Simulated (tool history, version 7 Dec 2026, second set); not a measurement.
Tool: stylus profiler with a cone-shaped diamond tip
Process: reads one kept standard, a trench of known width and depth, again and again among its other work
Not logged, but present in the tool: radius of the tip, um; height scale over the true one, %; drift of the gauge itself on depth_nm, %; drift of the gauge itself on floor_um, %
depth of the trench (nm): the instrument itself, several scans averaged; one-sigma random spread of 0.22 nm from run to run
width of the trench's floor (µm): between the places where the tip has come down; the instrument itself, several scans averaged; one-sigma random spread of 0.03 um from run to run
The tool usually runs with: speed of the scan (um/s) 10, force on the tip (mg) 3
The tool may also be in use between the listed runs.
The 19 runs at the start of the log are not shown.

run	hour	speed of the scan (um/s)	force on the tip (mg)	scans with this tip	hours of work since the height scale was calibrated	depth of the trench (nm)	width of the trench's floor (µm)
20	1515	10	3	10548	259	1001.96	93.82
# hour 1595.3: height scale calibrated on a step standard, once more
21	1622.9	10	1.8	11106	12	1004.78	93.69
22	1699.3	10	3	11502	45	1006.24	93.63
23	1823.9	10	3	12149	100	1006.06	93.46
24	1933.9	10	3	12720	148	1005.37	93.36
25	2044.5	10	3	13294	196	1005.54	93.26
26	2147	19	2.31	13826	241	1003.86	93.1
27	2262.7	19	2.31	14426	291	1004.12	93.01
28	2368.4	19	2.31	14975	338	1003.79	92.99
29	2461.2	29	4.18	15457	378	1006.47	92.84
# hour 2579.7: new tip fitted, height scale calibrated
30	2579.7	29	4.18	0	0	1008.72	96.44
31	2681.4	30	4.44	528	44	1008.65	96.24
32	2795.8	30	4.44	1122	94	1008.67	96.07
33	2919.2	30	4.44	1762	148	1008.17	95.87
34	2979.2	12	1.04	2074	174	1002.3	95.75
35	3038.8	5	3.47	2383	201	1006.82	95.77
36	3160.1	26	3.47	3012	253	1006.24	95.55
37	3245	3	4.35	3453	291	1007.44	95.45
38	3345.2	3	4.35	3973	334	1006.89	95.33
39	3430	12	1.36	4413	371	1002.69	95.13
40	3523.8	12	1.36	4900	412	1002.29	95.04
41	3649	12	1.36	5550	467	1001.96	94.88

Run 42 has not been measured yet. What should we expect?
42	3709.6	3	7.73	5865	493	?	?

{"run 42": {"depth of the trench (nm)": 1010.43, "width of the trench's floor (µm)": 94.83}}
Were there no unlogged condition in the tool, this run, its random variation unchanged, would have produced depth of the trench (nm) 1012.73, width of the trench's floor (µm) 96.53.
